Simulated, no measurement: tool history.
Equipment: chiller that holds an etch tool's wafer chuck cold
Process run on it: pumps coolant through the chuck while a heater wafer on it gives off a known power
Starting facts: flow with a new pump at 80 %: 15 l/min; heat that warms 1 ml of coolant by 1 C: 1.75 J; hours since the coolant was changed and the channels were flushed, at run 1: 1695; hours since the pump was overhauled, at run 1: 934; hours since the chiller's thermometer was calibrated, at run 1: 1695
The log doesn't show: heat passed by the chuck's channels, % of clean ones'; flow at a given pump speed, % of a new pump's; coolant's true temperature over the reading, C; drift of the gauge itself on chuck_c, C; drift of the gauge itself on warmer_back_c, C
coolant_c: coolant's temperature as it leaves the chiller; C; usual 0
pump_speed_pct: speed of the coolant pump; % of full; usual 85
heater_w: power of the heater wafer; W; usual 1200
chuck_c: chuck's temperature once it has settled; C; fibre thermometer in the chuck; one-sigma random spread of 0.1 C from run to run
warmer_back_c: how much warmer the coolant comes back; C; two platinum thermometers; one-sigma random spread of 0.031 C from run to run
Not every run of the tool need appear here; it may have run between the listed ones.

| run | day | coolant_c | pump_speed_pct | heater_w | hours since the coolant was changed and the channels were flushed | hours since the pump was overhauled | hours since the chiller's thermometer was calibrated | chuck_c | warmer_back_c |
|---|---|---|---|---|---|---|---|---|---|
| 1 | 0.000 | 0 | 85 | 1200 | 1695 | 934 | 1695 | 11.6 | 2.59 |
| 2 | 4.917 | 0 | 85 | 1200 | 1813 | 1052 | 1813 | 11.6 | 2.56 |
| 3 | 12.512 | -8 | 85 | 1200 | 1995 | 1234 | 1995 | 3.7 | 2.62 |
| 4 | 17.788 | -8 | 85 | 1200 | 2122 | 1360 | 2122 | 3.6 | 2.63 |
| 5 | 24.842 | -8 | 85 | 1068 | 2291 | 1530 | 2291 | 2.4 | 2.33 |
| 6 | 28.808 | 0 | 63 | 1200 | 2386 | 1625 | 2386 | 14.4 | 3.50 |
| 7 | 34.979 | 0 | 85 | 1200 | 2534 | 1773 | 2534 | 11.8 | 2.69 |
| 8 | 39.758 | 0 | 85 | 1200 | 2649 | 1888 | 2649 | 11.8 | 2.71 |
| 9 | 44.075 | 0 | 85 | 1200 | 2753 | 1991 | 2753 | 11.5 | 2.71 |
| 10 | 52.138 | 0 | 85 | 1200 | 2946 | 2185 | 2946 | 11.6 | 2.66 |
| 11 | 59.171 | 0 | 97 | 1200 | 3115 | 2354 | 3115 | 10.5 | 2.46 |
| 12 | 63.700 | 0 | 97 | 1200 | 3224 | 2462 | 3224 | 10.6 | 2.44 |
| 13 | 69.025 | 0 | 61 | 1200 | 3351 | 2590 | 3351 | 14.7 | 3.82 |
| 14 | 76.521 | 0 | 61 | 1200 | 3531 | 2770 | 3531 | 14.8 | 3.80 |
| 15 | 82.262 | 0 | 61 | 1200 | 3669 | 2908 | 3669 | 14.7 | 3.79 |
| 16 | 90.221 | 0 | 64 | 1200 | 3860 | 3099 | 3860 | 14.3 | 3.69 |
|  | 93.954 | coolant changed, channels flushed |
| 17 | 94.721 | -1 | 66 | 612 | 18 | 3201 | 3962 | 6.2 | 1.94 |
|  | 95.467 | chiller's thermometer calibrated |
| 18 | 101.367 | -1 | 69 | 669 | 177 | 3359 | 142 | 6.7 | 2.04 |
| 19 | 104.958 | 5 | 69 | 1200 | 263 | 3446 | 228 | 18.5 | 3.44 |
| 20 | 109.517 | 5 | 69 | 1200 | 373 | 3555 | 337 | 18.4 | 3.47 |
| 21 | 113.575 | 5 | 61 | 907 | 470 | 3652 | 435 | 16.1 | 2.98 |

Estimate the outcome of run 22 from the log above:
| 22 | 121.396 | 4 | 61 | 1429 | 658 | 3840 | 622 | ? | ? |

Run 22 measured chuck_c 21.6 C, warmer_back_c 4.63 C.
If the tool had no hidden condition, the same run with the same run-to-run variation would have returned chuck_c 21.6 C, warmer_back_c 4.30 C.
